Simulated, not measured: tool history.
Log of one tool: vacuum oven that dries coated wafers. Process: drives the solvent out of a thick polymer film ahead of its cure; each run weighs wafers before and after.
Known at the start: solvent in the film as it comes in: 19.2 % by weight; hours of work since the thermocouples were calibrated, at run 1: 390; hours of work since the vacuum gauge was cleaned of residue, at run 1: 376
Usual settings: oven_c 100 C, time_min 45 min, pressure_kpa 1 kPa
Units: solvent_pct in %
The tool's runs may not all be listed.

run   hour  oven_c  time_min  pressure_kpa  hours of work since the thermocouples were calibrated  hours of work since the vacuum gauge was cleaned of residue  solvent_pct
  1      0     100        45             1                                                    390                                                          376          1.2
  2   14.3     100        45             1                                                    400                                                          386         1.17
  3   21.1     100        45             1                                                    405                                                          390         1.16
  4   32.8     100        45             1                                                    413                                                          399         1.16
  5   46.3     100        45             1                                                    422                                                          408         1.19
  6   54.9     100        45             1                                                    428                                                          414         1.16
  7   64.1     100        45           2.1                                                    435                                                          420         1.49
  8   78.5     101        45           2.1                                                    445                                                          431         1.37
  9   87.1     100        45             1                                                    451                                                          437          1.2
 10   98.9     100        45             1                                                    459                                                          445          1.2
 11  109.9     100        45             1                                                    467                                                          452         1.18
 12  116.7     100        49             1                                                    472                                                          457         0.96
 13    124     100        49          2.43                                                    477                                                          462         1.39
 14  133.2     100        45          1.67                                                    483                                                          469         1.34
 15  147.4      94        45             1                                                    493                                                          479         1.95
 16  154.9      94        45             1                                                    498                                                          484         2.03
 17  164.5      94        45             1                                                    505                                                          491         1.99
 18  171.1      94        45             1                                                    510                                                          495         1.99
 19  179.5      94        45             1                                                    516                                                          501          2.1
 20  193.8     100        45             1                                                    526                                                          511         1.18
 21  202.7     100        76             1                                                    532                                                          517         0.48
 22  211.5     100        45          3.35                                                    538                                                          523          1.9
 23  226.2     100        45          3.28                                                    548                                                          534         1.85
 24  241.7     100        45          3.28                                                    559                                                          545         1.87
 25  253.3     100        41             1                                                    567                                                          553         1.48
 26  268.5     100        41             1                                                    578                                                          563         1.41
 27  283.5     104        26          1.01                                                    588                                                          574          2.4
 28  298.6     100        45          0.51                                                    599                                                          584         1.04
 29  305.8     100        28          1.12                                                    604                                                          589          2.9
 30  320.4     115        31          2.19                                                    614                                                          600         0.85
 31  329.8      92        31          1.32                                                    621                                                          606         4.25
 32  340.5      92        31          1.32                                                    628                                                          614         4.31
 33  351.3      92        31          1.32                                                    636                                                          621         4.24
 34  364.2      92        31          1.32                                                    645                                                          630         4.36
 35  379.2     112        77          0.59                                                    655                                                          641          0.2
 36    390     101        23             1                                                    663                                                          648          3.6
 37  400.2      88        28             1                                                    670                                                          655         5.72
 38  410.3      97        24             1                                                    677                                                          662         4.31
 39    425      97        24             1                                                    687                                                          673         4.35
 40  432.3      97        24             1                                                    692                                                          678          4.3
 41  447.5     100        45          0.51                                                    703                                                          688         1.04
 42  455.2     108        31          0.51                                                    708                                                          694         1.17
 43  462.7      92        24           1.2                                                    713                                                          699         5.59
 44  474.8      92        24           1.2                                                    722                                                          707         5.59
 45  481.1      86        24          1.76                                                    726                                                          712          7.4
 46  496.2     112        24          3.87                                                    737                                                          722         2.07

Forecast each of these 5 alternatives for the next run:
  A  510.6     114        24           1.2                                                    747                                                          732            ?
  B  510.6     106        32          0.69                                                    747                                                          732            ?
  C  510.6     114        70             2                                                    747                                                          732            ?
  D  510.6     112        24          3.93                                                    747                                                          732            ?
  E  510.6      87        32          3.87                                                    747                                                          732            ?

run  solvent_pct
  A         1.28
  B         1.31
  C         0.43
  D         2.12
  E          6.3
Without the tool's hidden state the same runs would have given:
run  solvent_pct
  A         1.12
  B         1.14
  C         0.39
  D         1.93
  E         5.94
